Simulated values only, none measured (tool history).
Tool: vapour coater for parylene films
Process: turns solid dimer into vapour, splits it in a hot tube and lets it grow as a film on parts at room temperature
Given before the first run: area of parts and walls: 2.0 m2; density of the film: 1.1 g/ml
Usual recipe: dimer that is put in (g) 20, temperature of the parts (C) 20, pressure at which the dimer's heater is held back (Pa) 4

run,hour,dimer that is put in (g),temperature of the parts (C),pressure at which the dimer's heater is held back (Pa),thickness of the film (um)
1,0,20,20,4,6.48
2,16.1,20,20,4,6.51
3,31.5,20,20,4,6.51
4,40.1,20,20,4,6.52
5,51.4,20,20,4,6.47
6,67,20,20,4,6.57
7,78.3,20,20,4,6.45
8,94.5,9,13,2.88,3.99
9,107.6,28,20,2.36,9.78
10,115.8,32,20,4.82,10.22
11,127.7,20,23,5.97,5.46
12,142.5,20,23,5.97,5.5

Branching from run 12: 5 alternative next runs. What would each branch give?
A,155.2,12,19,2.6,?
B,155.2,20,23,11.62,?
C,155.2,10,21,3.57,?
D,155.2,20,12,3.79,?
E,155.2,30,23,5.97,?

run,thickness of the film (um)
A,4.29
B,5.05
C,3.16
D,8.86
E,8.28
Without the tool's hidden state the same runs would have given:
run,thickness of the film (um)
A,4.29
B,5.06
C,3.16
D,8.87
E,8.29
